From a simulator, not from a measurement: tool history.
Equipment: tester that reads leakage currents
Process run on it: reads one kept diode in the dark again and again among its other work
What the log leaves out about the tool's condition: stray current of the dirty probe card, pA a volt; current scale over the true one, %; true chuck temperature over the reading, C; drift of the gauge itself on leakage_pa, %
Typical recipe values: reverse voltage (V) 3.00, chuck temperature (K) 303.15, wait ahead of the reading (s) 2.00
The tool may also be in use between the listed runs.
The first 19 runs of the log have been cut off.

run    hour  reverse voltage (V)  chuck temperature (K)  wait ahead of the reading (s)  hours of work since the probe card was cleaned  hours of work since the tester was calibrated  hours of work since the chuck was calibrated  current that the tester gives (pA)
 20   761.6                 1.31                 303.15                           2.00                                             296                                           1890                                           138                               67.03
 21   802.1                 1.31                 303.15                           2.00                                             327                                           1921                                           170                               67.33
      848.4  -- chuck's temperature calibrated, once more
 22   855.3                 1.43                 303.15                           1.65                                             367                                           1961                                             5                               61.58
 23   890.0                 3.41                 305.15                           4.08                                             394                                           1988                                            32                              101.07
 24   922.7                 3.41                 305.15                           4.08                                             419                                           2013                                            58                              101.90
 25   951.7                 8.34                 303.15                           4.65                                             442                                           2036                                            80                              130.19
 26  1002.7                 8.34                 300.15                           0.71                                             482                                           2076                                           120                              106.95
 27  1030.6                 1.82                 330.15                           2.00                                             503                                           2097                                           142                              385.31
 28  1075.4                 1.82                 330.15                           2.00                                             538                                           2132                                           177                              386.77
 29  1124.2                 6.27                 299.15                           0.35                                             576                                           2170                                           215                               89.60
 30  1154.9                 6.27                 299.15                           0.35                                             600                                           2194                                           239                               90.57
 31  1194.4                 3.00                 317.15                           0.83                                             631                                           2225                                           269                              215.61
 32  1229.1                 7.19                 331.15                           2.00                                             658                                           2252                                           296                              729.57
 33  1260.9                 7.19                 331.15                           2.00                                             683                                           2276                                           321                              728.88
 34  1305.7                 3.00                 303.15                           2.69                                             717                                           2311                                           356                               84.82
 35  1345.6                 3.00                 303.15                           0.53                                             748                                           2342                                           387                               86.11
 36  1376.4                 2.59                 303.15                           5.82                                             772                                           2366                                           411                               80.59

Run 37 has not been measured yet. What should we expect?
 37  1400.4                 2.59                 303.15                           5.82                                             791                                           2385                                           430                                   ?

{"run 37": {"current that the tester gives (pA)": 80.48}}
If the tool had no hidden condition, the same run with the same run-to-run variation would have returned current that the tester gives (pA) 77.09.
